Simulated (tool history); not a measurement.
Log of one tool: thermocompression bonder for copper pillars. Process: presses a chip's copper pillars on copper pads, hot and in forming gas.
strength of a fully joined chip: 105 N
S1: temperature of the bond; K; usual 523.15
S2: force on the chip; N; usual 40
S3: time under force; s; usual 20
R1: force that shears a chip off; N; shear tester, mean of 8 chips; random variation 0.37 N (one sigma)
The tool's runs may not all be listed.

Run 1, hour 0: usual settings. Result: R1 48.5 N.
At hour 17: force cell calibrated.
Run 2, hour 22.4: usual settings but S2 28 N. Result: R1 37.2 N.
Run 3, hour 45.8: usual settings but S2 28 N. Result: R1 36.7 N.
Run 4, hour 60.9: usual settings but S2 28 N. Result: R1 36 N.
Run 5, hour 82.5: usual settings but S2 28 N, S3 31 s. Result: R1 42.5 N.
Run 6, hour 103: usual settings but S1 544.15 K. Result: R1 60.5 N.
At hour 112.8: forming gas filter changed.
Run 7, hour 118: usual settings but S1 501.15 K. Result: R1 41.5 N.
Run 8, hour 133.9: usual settings but S1 501.15 K. Result: R1 42.5 N.
Run 9, hour 150.4: usual settings but S1 501.15 K. Result: R1 41.8 N.
Run 10, hour 170.5: usual settings but S1 501.15 K. Result: R1 41.4 N.
Run 11, hour 180.4: usual settings but S3 37 s. Result: R1 64.1 N.
Run 12, hour 203.2: usual settings. Result: R1 52.1 N.
Run 13, hour 216.3: usual settings. Result: R1 52.4 N.
Run 14, hour 235.7: usual settings. Result: R1 52.4 N.
Run 15, hour 250.7: usual settings. Result: R1 51.9 N.
Run 16, hour 273.2: usual settings but S2 55 N. Result: R1 65.3 N.
Run 17, hour 285.5: usual settings but S2 51 N. Result: R1 61.7 N.
Run 18, hour 306.6: usual settings but S1 546.15 K, S2 30 N. Result: R1 49.5 N.
Run 19, hour 325: usual settings but S1 541.15 K. Result: R1 59.2 N.
Run 20, hour 340.8: usual settings but S2 52 N. Result: R1 62.6 N.
Run 21, hour 363.7: usual settings but S1 547.15 K, S2 26 N, S3 13 s. Result: R1 36.3 N.
Run 22, hour 382.8: usual settings but S1 547.15 K, S2 26 N, S3 13 s. Result: R1 36.8 N.
Run 23, hour 396.2: usual settings but S1 547.15 K, S2 26 N, S3 13 s. Result: R1 36.5 N.
Run 24, hour 415: usual settings but S1 547.15 K, S2 26 N, S3 13 s. Result: R1 36.4 N.
At hour 426.8: forming gas filter changed.
Run 25, hour 428: usual settings but S1 546.15 K, S2 43 N, S3 22 s. Result: R1 69.7 N.

Forecast each of these 3 alternatives for the next run:
Run A, hour 440: usual settings but S1 531.15 K, S2 48 N, S3 22 s. Result: R1 ?.
Run B, hour 440: usual settings but S3 28 s. Result: R1 ?.
Run C, hour 440: usual settings but S1 546.15 K, S2 25 N, S3 15 s. Result: R1 ?.

run    R1
  A  66.8
  B  58.6
  C  38.5
Without the tool's hidden state the same runs would have given:
run    R1
  A    67
  B  58.6
  C  38.6

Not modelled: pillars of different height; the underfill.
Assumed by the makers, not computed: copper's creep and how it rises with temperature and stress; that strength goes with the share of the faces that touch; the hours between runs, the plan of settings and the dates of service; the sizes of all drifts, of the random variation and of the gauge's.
